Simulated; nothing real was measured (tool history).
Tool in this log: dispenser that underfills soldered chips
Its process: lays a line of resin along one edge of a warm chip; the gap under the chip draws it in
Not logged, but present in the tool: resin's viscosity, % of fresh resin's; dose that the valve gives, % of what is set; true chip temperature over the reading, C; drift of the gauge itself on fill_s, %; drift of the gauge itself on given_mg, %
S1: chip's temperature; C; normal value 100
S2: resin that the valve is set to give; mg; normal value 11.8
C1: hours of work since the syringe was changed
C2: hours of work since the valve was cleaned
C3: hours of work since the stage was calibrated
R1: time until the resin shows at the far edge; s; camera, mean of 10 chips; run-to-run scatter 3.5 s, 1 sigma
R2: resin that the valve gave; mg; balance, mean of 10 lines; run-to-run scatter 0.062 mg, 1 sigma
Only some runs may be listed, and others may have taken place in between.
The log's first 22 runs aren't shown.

run,hour,S1,S2,C1,C2,C3,R1,R2
23,78.8,108,11.8,6,45,168,460.7,11.48
# hour 80.2: new syringe of resin
24,83.2,100,11.4,2,48,171,477.6,10.96
25,86.3,105,11.9,5,51,173,481.3,11.60
26,88.7,97,12.3,7,53,175,759.3,11.98
# hour 89.3: new syringe of resin
27,92.8,100,12.1,3,56,178,475.1,11.76
28,96.0,114,13.8,5,58,181,339.9,13.41
# hour 98.4: new syringe of resin
29,98.8,102,13.7,0,60,183,346.7,13.23
30,103.1,102,13.7,4,64,186,470.1,13.30
# hour 107.7: new syringe of resin
31,108.1,102,13.7,0,67,190,345.7,13.30
32,113.0,102,13.7,4,71,194,483.8,13.19
# hour 115.6: dispensing valve cleaned and set on the balance
33,117.3,102,13.7,7,1,197,601.8,13.68
# hour 117.8: new syringe of resin
34,122.1,102,13.7,3,5,200,461.0,13.62
35,124.1,96,13.5,5,7,202,676.7,13.44
# hour 127.0: new syringe of resin
36,128.7,100,12.0,1,10,205,407.1,11.92
37,131.4,110,11.7,3,12,207,345.7,11.64

Consider 3 possible next runs. They are alternatives, not a sequence: every one starts from the tool as it was left by run 37. What does each give?
A,134.0,99,11.4,6,14,209,?,?
B,134.0,89,11.7,6,14,209,?,?
C,134.0,106,12.9,6,14,209,?,?

run,R1,R2
A,648.5,11.37
B,969.6,11.59
C,478.8,12.75
Stripped of hidden state, with their random variation kept, the same runs would have yielded:
run,R1,R2
A,371.5,11.47
B,553.5,11.69
C,275.3,12.86
